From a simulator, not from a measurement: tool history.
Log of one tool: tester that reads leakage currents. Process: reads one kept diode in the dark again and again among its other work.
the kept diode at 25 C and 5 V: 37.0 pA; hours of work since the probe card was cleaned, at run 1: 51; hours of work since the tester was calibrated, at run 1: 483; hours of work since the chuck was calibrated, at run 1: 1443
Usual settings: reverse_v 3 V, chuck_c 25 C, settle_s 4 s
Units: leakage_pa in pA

run	day	reverse_v	chuck_c	settle_s	hours of work since the probe card was cleaned	hours of work since the tester was calibrated	hours of work since the chuck was calibrated	leakage_pa
1	0	3	25	4	51	483	1443	35.28
2	6.654	3	25	4	144	576	1536	35.82
3	12.742	3	25	4	229	661	1621	36.06
4	17.588	3	25	4	296	728	1688	36.33
5	24.183	3	25	4	388	820	1780	36.82
# day 30.642: chuck's temperature calibrated
6	31.842	3	25	4	494	926	17	38.48
7	38.708	2.75	28	1.05	590	1022	113	47.92
8	44.479	2.75	28	1.05	670	1102	193	48.61
# day 50.208: chuck's temperature calibrated, once more
9	51.683	7.74	36	1.05	769	1202	21	104.82
10	56.883	3	29	1.1	842	1274	93	45.07
11	64.283	3	29	1.1	945	1377	196	45.99
12	75.167	3.76	29	0.32	1097	1529	348	52.47

Hidden state at the last listed run before each entry between runs and at the first one after, where it differs:
Between runs 5 and 6: chuck's temperature calibrated (day 30.642)
  stray current of the dirty probe card, pA a volt: 0.321 -> 0.402; current scale over the true one, %: -0.39 -> -0.45; true chuck temperature over the reading, C: 1.64 -> 2.2
  measured less the result without the state, leakage_pa: +5.15 -> +6.98 pA
Between runs 8 and 9: chuck's temperature calibrated, once more (day 50.208)
  stray current of the dirty probe card, pA a volt: 0.544 -> 0.623; current scale over the true one, %: -0.54 -> -0.59; true chuck temperature over the reading, C: 2.35 -> -0.07
  measured less the result without the state, leakage_pa: +9.03 -> +3.48 pA
